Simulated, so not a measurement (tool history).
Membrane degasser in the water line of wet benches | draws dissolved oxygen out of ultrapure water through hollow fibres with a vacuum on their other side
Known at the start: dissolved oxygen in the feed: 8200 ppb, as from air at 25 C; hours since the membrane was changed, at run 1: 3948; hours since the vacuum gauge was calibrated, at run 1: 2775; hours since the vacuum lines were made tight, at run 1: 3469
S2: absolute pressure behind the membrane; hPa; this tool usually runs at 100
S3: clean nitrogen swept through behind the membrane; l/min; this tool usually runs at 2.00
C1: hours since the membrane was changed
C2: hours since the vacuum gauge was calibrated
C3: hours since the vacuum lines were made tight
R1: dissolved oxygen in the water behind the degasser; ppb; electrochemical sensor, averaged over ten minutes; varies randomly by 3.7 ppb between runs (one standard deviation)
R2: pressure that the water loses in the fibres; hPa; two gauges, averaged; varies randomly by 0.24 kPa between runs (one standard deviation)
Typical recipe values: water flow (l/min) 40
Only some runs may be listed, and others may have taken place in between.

Run 1, day 0.000: usual settings; C1 3948; C2 2775; C3 3469. Result: R1 362.0 ppb, R2 636.9 hPa.
Run 2, day 12.775: usual settings; C1 4255; C2 3082; C3 3775. Result: R1 373.4 ppb, R2 631.4 hPa.
Run 3, day 21.092: usual settings; C1 4454; C2 3281; C3 3975. Result: R1 372.2 ppb, R2 633.8 hPa.
Run 4, day 32.921: usual settings; C1 4738; C2 3565; C3 4259. Result: R1 364.0 ppb, R2 632.1 hPa.
Run 5, day 43.208: usual settings; C1 4985; C2 3812; C3 4506. Result: R1 374.6 ppb, R2 632.8 hPa.
Run 6, day 55.700: usual settings; C1 5285; C2 4112; C3 4805. Result: R1 365.5 ppb, R2 630.1 hPa.
Run 7, day 67.300: usual settings; C1 5563; C2 4390; C3 5084. Result: R1 371.4 ppb, R2 630.9 hPa.
Run 8, day 73.242: usual settings; C1 5706; C2 4533; C3 5226. Result: R1 366.4 ppb, R2 629.6 hPa.
Run 9, day 81.862: usual settings; C1 5913; C2 4740; C3 5433. Result: R1 368.0 ppb, R2 625.0 hPa.
Run 10, day 88.650: usual settings; C1 6076; C2 4903; C3 5596. Result: R1 370.3 ppb, R2 627.2 hPa.
At day 93.242: vacuum gauge calibrated.
Run 11, day 94.946: usual settings; C1 6226; C2 41; C3 5747. Result: R1 363.1 ppb, R2 625.6 hPa.
Run 12, day 102.067: usual settings; C1 6397; C2 212; C3 5918. Result: R1 358.3 ppb, R2 623.4 hPa.
Run 13, day 108.212: usual settings but S2 66 hPa; C1 6545; C2 359; C3 6065. Result: R1 223.1 ppb, R2 627.8 hPa.
Run 14, day 118.125: usual settings but S2 66 hPa; C1 6783; C2 597; C3 6303. Result: R1 221.3 ppb, R2 621.4 hPa.
Run 15, day 123.575: usual settings but S2 66 hPa; C1 6914; C2 728; C3 6434. Result: R1 219.9 ppb, R2 626.0 hPa.
Run 16, day 131.512: usual settings but S3 1.13 l/min; C1 7104; C2 919; C3 6625. Result: R1 552.1 ppb, R2 622.2 hPa.
Run 17, day 138.029: usual settings but S3 1.13 l/min; C1 7260; C2 1075; C3 6781. Result: R1 540.5 ppb, R2 625.2 hPa.
Run 18, day 145.075: usual settings but S3 1.13 l/min; C1 7429; C2 1244; C3 6950. Result: R1 545.6 ppb, R2 621.9 hPa.
Run 19, day 158.654: usual settings but S3 1.13 l/min; C1 7755; C2 1570; C3 7276. Result: R1 534.6 ppb, R2 623.9 hPa.
Run 20, day 170.500: usual settings but water flow (l/min) 26, S2 187 hPa, S3 1.13 l/min; C1 8040; C2 1854; C3 7560. Result: R1 747.1 ppb, R2 407.2 hPa.
Run 21, day 179.529: usual settings but water flow (l/min) 26, S2 187 hPa, S3 1.13 l/min; C1 8256; C2 2071; C3 7777. Result: R1 740.4 ppb, R2 404.5 hPa.
Run 22, day 188.121: usual settings but S3 2.33 l/min; C1 8463; C2 2277; C3 7983. Result: R1 329.3 ppb, R2 623.0 hPa.
Run 23, day 196.700: usual settings but water flow (l/min) 30, S2 65 hPa; C1 8669; C2 2483; C3 8189. Result: R1 144.0 ppb, R2 466.5 hPa.
Run 24, day 208.262: usual settings but water flow (l/min) 30, S2 65 hPa; C1 8946; C2 2761; C3 8467. Result: R1 143.5 ppb, R2 464.0 hPa.
Run 25, day 217.004: usual settings but water flow (l/min) 30, S2 65 hPa; C1 9156; C2 2970; C3 8676. Result: R1 148.3 ppb, R2 461.8 hPa.
Run 26, day 227.667: usual settings but water flow (l/min) 64, S2 241 hPa, S3 1.49 l/min; C1 9412; C2 3226; C3 8932. Result: R1 1666.3 ppb, R2 986.2 hPa.
Run 27, day 235.900: usual settings but water flow (l/min) 53, S2 74 hPa; C1 9609; C2 3424; C3 9130. Result: R1 382.9 ppb, R2 819.2 hPa.
Run 28, day 244.554: usual settings but water flow (l/min) 53, S2 74 hPa; C1 9817; C2 3632; C3 9337. Result: R1 388.3 ppb, R2 820.3 hPa.
Run 29, day 255.421: usual settings but water flow (l/min) 34, S2 73 hPa; C1 10078; C2 3892; C3 9598. Result: R1 201.3 ppb, R2 526.1 hPa.
Run 30, day 262.171: usual settings but water flow (l/min) 36, S2 79 hPa, S3 1.05 l/min; C1 10240; C2 4054; C3 9760. Result: R1 377.3 ppb, R2 556.0 hPa.
At day 272.538: seals of the vacuum lines changed.
Run 31, day 275.729: usual settings but water flow (l/min) 36, S2 79 hPa, S3 1.05 l/min; C1 10563; C2 4378; C3 77. Result: R1 379.1 ppb, R2 554.9 hPa.
Run 32, day 285.621: usual settings but water flow (l/min) 33, S2 210 hPa, S3 5.24 l/min; C1 10801; C2 4615; C3 314. Result: R1 307.3 ppb, R2 511.7 hPa.
At day 292.654: gauge calibrated.
Run 33, day 292.654: usual settings but water flow (l/min) 36, S2 168 hPa, S3 0.89 l/min; C1 10969; C2 4784; C3 483. Result: R1 1031.5 ppb, R2 567.7 hPa.

Branching from run 33: 3 alternative next runs. What would each branch give?
At day 302.150: vacuum gauge calibrated.
Run A, day 302.808: usual settings but water flow (l/min) 51, S2 73 hPa, S3 3.26 l/min; C1 11213; C2 16; C3 726. Result: R1 ?, R2 ?.
At day 302.150: vacuum gauge calibrated.
Run B, day 302.808: usual settings but S2 68 hPa, S3 3.10 l/min; C1 11213; C2 16; C3 726. Result: R1 ?, R2 ?.
At day 302.150: vacuum gauge calibrated.
Run C, day 302.808: usual settings but water flow (l/min) 28, S2 108 hPa, S3 2.49 l/min; C1 11213; C2 16; C3 726. Result: R1 ?, R2 ?.

run     R1     R2
  A  282.7  810.8
  B  183.5  630.8
  C  221.1  443.7
Stripped of hidden state, with their random variation kept, the same runs would have yielded:
run     R1     R2
  A  282.2  810.8
  B  183.2  630.9
  C  220.9  443.7
